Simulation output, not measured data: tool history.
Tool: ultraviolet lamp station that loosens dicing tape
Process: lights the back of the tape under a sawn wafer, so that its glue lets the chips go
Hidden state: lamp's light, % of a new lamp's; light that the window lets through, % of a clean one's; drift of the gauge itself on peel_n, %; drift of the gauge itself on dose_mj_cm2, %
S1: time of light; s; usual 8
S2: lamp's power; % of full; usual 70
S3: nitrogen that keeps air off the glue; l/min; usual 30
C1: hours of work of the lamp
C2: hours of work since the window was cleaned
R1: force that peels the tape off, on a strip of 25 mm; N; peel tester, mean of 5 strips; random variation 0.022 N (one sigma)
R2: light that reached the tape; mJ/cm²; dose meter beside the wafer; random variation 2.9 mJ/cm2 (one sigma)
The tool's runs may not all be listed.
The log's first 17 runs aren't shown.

run   hour  S1  S2  S3   C1   C2     R1    R2
 18  171.9   6  70  30  169  169  1.855   309
 19  185.5   6  70  30  179  179  1.784   308
 20  192.1   6  70  30  184  184   1.84   308
 21  204.4   5  88  22  194  194  1.899   327
 22    216  13  70  30  202  202  0.393   674
 23  224.9   7  74  21  209  209  1.461   383
 24  232.9   7  74  21  215  215  1.453   388
 25  246.1   5  64  15  225  225  3.297   242
 26  252.8   7  79  59  230  230  0.852   407
 27  258.9   4  95  31  235  235  2.124   280
 28  271.2   4  95  31  244  244  2.069   282
 29  278.7   4  95  31  250  250   2.13   282
 30  290.9  10  79  16  259  259   0.75   587
 31  299.4  10  79  16  265  265  0.743   580
 32  314.4   8  85  25  277  277  0.738   504
 33  326.3   8  85  25  286  286  0.808   507
 34    337  16  91  32  294  294   0.18  1078
 35  347.2  16  91  32  302  302    0.2  1087
 36    358   8  71  30  310  310  1.051   417
 37    367  14  70  30  317  317  0.336   724
 38  379.9  14  70  30  326  326  0.341   731
 39  387.6  14  70  30  332  332  0.323   727
 40  396.9   7  74  26  339  339  1.345   376

Forecast each of these 4 alternatives for the next run:
  A  410.9  15  74  19  350  350   ?   ?
  B  410.9   8  70  54  350  350   ?   ?
  C  410.9   5  91  31  350  350   ?   ?
  D  410.9   9  70  15  350  350   ?   ?

run     R1   R2
  A  0.317  820
  B  0.856  414
  C  1.561  341
  D  1.196  468
Without the tool's hidden state the same runs would have given:
run     R1   R2
  A  0.316  821
  B  0.854  415
  C  1.559  341
  D  1.195  469
